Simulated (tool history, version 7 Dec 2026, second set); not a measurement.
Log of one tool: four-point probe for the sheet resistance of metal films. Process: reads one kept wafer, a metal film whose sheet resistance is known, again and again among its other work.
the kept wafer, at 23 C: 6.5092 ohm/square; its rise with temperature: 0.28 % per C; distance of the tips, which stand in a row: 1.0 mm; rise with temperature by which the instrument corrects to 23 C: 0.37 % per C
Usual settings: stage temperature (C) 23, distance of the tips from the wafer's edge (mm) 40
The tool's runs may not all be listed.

run	hour	stage temperature (C)	distance of the tips from the wafer's edge (mm)	sheet resistance as the instrument gives it (ohm/square)
1	0.0	23	40	6.502305
2	9.1	23	40	6.501892
3	24.5	23	19	6.506143
4	41.0	28	19	6.479561
5	50.6	28	19	6.478771
6	66.8	28	19	6.479179
7	78.9	28	19	6.480551
8	85.9	28	19	6.477479
9	98.4	28	19	6.477885
10	111.9	28	19	6.479466
11	123.0	28	19	6.477993
12	139.4	28	19	6.479009
13	151.9	28	19	6.475974
14	162.6	28	7	6.539024
15	175.7	23	42	6.500032
16	182.8	23	42	6.497857
17	196.3	23	40	6.501266
18	205.6	23	40	6.499591
19	218.8	23	16	6.511941
20	232.1	23	12	6.521238
21	245.9	23	12	6.520730
22	252.5	23	12	6.519143
23	263.0	23	12	6.518858
24	269.7	32	9	6.488927
25	283.6	34	5	6.568332
26	297.7	34	5	6.569122
27	309.1	33	12	6.463398
28	316.3	33	12	6.463938
29	332.7	25	9	6.527221
30	348.7	31	65	6.450669
31	355.9	22	65	6.500326
32	371.3	27	9	6.515168
33	386.8	32	43	6.445537
34	394.0	29	35	6.462852
35	409.9	29	35	6.460956
36	422.0	19	17	6.528091
37	433.8	28	28	6.472102
38	446.1	28	26	6.468430
39	460.9	28	26	6.468471
40	475.7	20	6	6.604273
41	491.9	23	16	6.507116
42	507.9	23	16	6.507547
43	522.9	23	40	6.495716
44	533.1	19	3	6.881969

Hidden state or all else? Some run-to-run changes of sheet resistance as the instrument gives it (ohm/square), split into what the settings, what came in and random variation would give without the hidden state, and what is left for the hidden state (with any gauge scatter that isn't in both results):
The hidden state here: inner tips' distance over the nominal, %; tips' flats over new ones', %; wafer's true temperature over the reading, C; drift of the gauge itself on sheet_ohm, %.
Run 24 -> 25: stage temperature (C) 32 -> 34, distance of the tips from the wafer's edge (mm) 9 -> 5. sheet resistance as the instrument gives it (ohm/square) +0.079405: hidden state -0.000338, all else +0.079743.
Run 26 -> 27: stage temperature (C) 34 -> 33, distance of the tips from the wafer's edge (mm) 5 -> 12. sheet resistance as the instrument gives it (ohm/square) -0.105724: hidden state +0.000064, all else -0.105788.
Run 39 -> 40: stage temperature (C) 28 -> 20, distance of the tips from the wafer's edge (mm) 26 -> 6. sheet resistance as the instrument gives it (ohm/square) +0.135802: hidden state -0.000394, all else +0.136196.
Run 43 -> 44: stage temperature (C) 23 -> 19, distance of the tips from the wafer's edge (mm) 40 -> 3. sheet resistance as the instrument gives it (ohm/square) +0.386253: hidden state -0.000951, all else +0.387204.

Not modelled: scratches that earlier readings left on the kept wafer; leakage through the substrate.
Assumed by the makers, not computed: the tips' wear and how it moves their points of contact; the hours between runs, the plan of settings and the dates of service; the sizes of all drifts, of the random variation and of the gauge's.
